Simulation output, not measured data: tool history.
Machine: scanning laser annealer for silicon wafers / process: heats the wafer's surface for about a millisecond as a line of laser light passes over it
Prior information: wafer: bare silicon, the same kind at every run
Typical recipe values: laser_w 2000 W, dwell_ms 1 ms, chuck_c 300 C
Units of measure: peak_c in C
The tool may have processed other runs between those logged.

| run | hour | laser_w | dwell_ms | chuck_c | peak_c |
|---|---|---|---|---|---|
| 1 | 0 | 2000 | 1 | 300 | 1011 |
| 2 | 13.5 | 1902 | 1 | 300 | 971 |
| 3 | 25.9 | 2000 | 1 | 300 | 1012 |
| 4 | 39.5 | 2000 | 1 | 300 | 1006 |
|  | 52.9 | window over the wafer cleaned |
| 5 | 54 | 2043 | 1 | 300 | 1056 |
| 6 | 62.8 | 2043 | 1 | 300 | 1060 |
| 7 | 76.8 | 2043 | 1 | 300 | 1058 |
| 8 | 85.5 | 2043 | 1 | 300 | 1055 |
| 9 | 102.7 | 2043 | 1 | 300 | 1054 |
|  | 107.3 | laser's power meter calibrated |
| 10 | 118.7 | 2043 | 1.01 | 300 | 1053 |
| 11 | 138.7 | 2043 | 1.01 | 300 | 1053 |
|  | 161.6 | laser's power meter calibrated, once more |
| 12 | 161.6 | 2000 | 1.19 | 300 | 1094 |
| 13 | 174.5 | 2000 | 1.19 | 300 | 1094 |
| 14 | 185.2 | 2000 | 1.1 | 323 | 1088 |
| 15 | 197.9 | 1899 | 0.92 | 336 | 996 |
| 16 | 214.2 | 1974 | 1.01 | 279 | 1002 |
| 17 | 233 | 1974 | 1.01 | 279 | 1001 |
| 18 | 253.4 | 2000 | 0.78 | 287 | 931 |
| 19 | 265.7 | 2000 | 0.78 | 287 | 933 |
| 20 | 275.3 | 2000 | 0.88 | 300 | 983 |
| 21 | 285 | 2010 | 0.73 | 314 | 940 |

Branching from run 21: 5 alternative next runs. What would each branch give?
| A | 297 | 2000 | 0.88 | 300 | ? |
| B | 297 | 2000 | 1 | 317 | ? |
| C | 297 | 1881 | 0.73 | 314 | ? |
| D | 297 | 1862 | 1.13 | 292 | ? |
| E | 297 | 1777 | 0.76 | 335 | ? |

| run | peak_c |
|---|---|
| A | 977 |
| B | 1039 |
| C | 897 |
| D | 1002 |
| E | 893 |
Without the tool's hidden state the same runs would have given:
| run | peak_c |
|---|---|
| A | 1007 |
| B | 1071 |
| C | 923 |
| D | 1033 |
| E | 918 |
